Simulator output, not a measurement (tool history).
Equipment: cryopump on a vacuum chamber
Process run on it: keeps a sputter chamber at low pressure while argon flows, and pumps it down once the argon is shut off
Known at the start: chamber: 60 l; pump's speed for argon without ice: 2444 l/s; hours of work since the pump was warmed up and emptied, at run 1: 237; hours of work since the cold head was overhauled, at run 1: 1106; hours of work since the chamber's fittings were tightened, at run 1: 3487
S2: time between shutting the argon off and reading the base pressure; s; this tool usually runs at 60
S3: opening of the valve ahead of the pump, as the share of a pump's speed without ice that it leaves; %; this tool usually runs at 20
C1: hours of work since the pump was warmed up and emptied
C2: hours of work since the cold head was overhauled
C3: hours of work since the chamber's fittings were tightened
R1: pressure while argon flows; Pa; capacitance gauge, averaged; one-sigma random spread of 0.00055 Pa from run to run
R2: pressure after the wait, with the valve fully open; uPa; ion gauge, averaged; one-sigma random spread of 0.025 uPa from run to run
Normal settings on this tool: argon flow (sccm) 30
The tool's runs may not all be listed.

Run 1, hour 0: usual settings; C1 237; C2 1106; C3 3487. Result: R1 0.1057 Pa, R2 1.39 uPa.
Run 2, hour 28: usual settings; C1 256; C2 1125; C3 3507. Result: R1 0.1051 Pa, R2 1.39 uPa.
Run 3, hour 72.7: usual settings but S3 29 %; C1 287; C2 1156; C3 3537. Result: R1 0.0739 Pa, R2 1.37 uPa.
Run 4, hour 92.2: usual settings; C1 301; C2 1170; C3 3551. Result: R1 0.1055 Pa, R2 1.43 uPa.
Run 5, hour 128.8: usual settings; C1 326; C2 1195; C3 3576. Result: R1 0.1058 Pa, R2 1.43 uPa.
Run 6, hour 162.5: usual settings; C1 349; C2 1218; C3 3599. Result: R1 0.1048 Pa, R2 1.46 uPa.
Run 7, hour 198.7: usual settings; C1 374; C2 1243; C3 3624. Result: R1 0.1075 Pa, R2 1.41 uPa.
Run 8, hour 220.2: usual settings but argon flow (sccm) 54; C1 388; C2 1257; C3 3639. Result: R1 0.1934 Pa, R2 1.46 uPa.
Run 9, hour 239.4: usual settings but argon flow (sccm) 54; C1 402; C2 1271; C3 3652. Result: R1 0.1943 Pa, R2 1.43 uPa.
At hour 245: leaking fittings of the chamber tightened, without venting.
Run 10, hour 265.6: usual settings but S2 95 s, S3 44 %; C1 418; C2 1287; C3 14. Result: R1 0.0502 Pa, R2 0.68 uPa.
Run 11, hour 310.8: usual settings but S2 95 s, S3 44 %; C1 449; C2 1318; C3 45. Result: R1 0.0511 Pa, R2 0.71 uPa.
Run 12, hour 344.9: usual settings but S2 95 s, S3 44 %; C1 473; C2 1342; C3 69. Result: R1 0.0506 Pa, R2 0.69 uPa.
Run 13, hour 380.4: usual settings but S2 95 s, S3 44 %; C1 497; C2 1366; C3 93. Result: R1 0.0522 Pa, R2 0.71 uPa.
Run 14, hour 406.6: usual settings but S2 95 s, S3 44 %; C1 515; C2 1384; C3 111. Result: R1 0.052 Pa, R2 0.74 uPa.
Run 15, hour 433.8: usual settings but argon flow (sccm) 35, S2 95 s, S3 44 %; C1 534; C2 1403; C3 130. Result: R1 0.0616 Pa, R2 0.75 uPa.
Run 16, hour 481.7: usual settings but argon flow (sccm) 35, S2 22 s, S3 35 %; C1 567; C2 1436; C3 163. Result: R1 0.0749 Pa, R2 2.48 uPa.
Run 17, hour 509.3: usual settings but argon flow (sccm) 35, S2 22 s, S3 35 %; C1 586; C2 1455; C3 182. Result: R1 0.0746 Pa, R2 2.52 uPa.

Some steps in R1, run to run, broken into two amounts with sign: the step expected even without the hidden condition (settings, incoming material, random variation), and the rest, left for the hidden condition together with whatever gauge scatter is not in both the measured and the hidden-condition-free result:
The tool's hidden condition here consists of: pump's speed, % of a pump's without ice; cold plate's temperature, K; leak into the chamber, uPa l/s; drift of the gauge itself on working_pa, %; drift of the gauge itself on base_upa, %.
Run 7 -> 8: argon flow (sccm) 30 -> 54. R1 +0.0859 Pa: hidden state +0.0027, all else +0.0832.
Run 9 -> 10: argon flow (sccm) 54 -> 30, S2 60 -> 95, S3 20 -> 44, leaking fittings of the chamber tightened, without venting. R1 -0.1441 Pa: hidden state -0.0026, all else -0.1415.
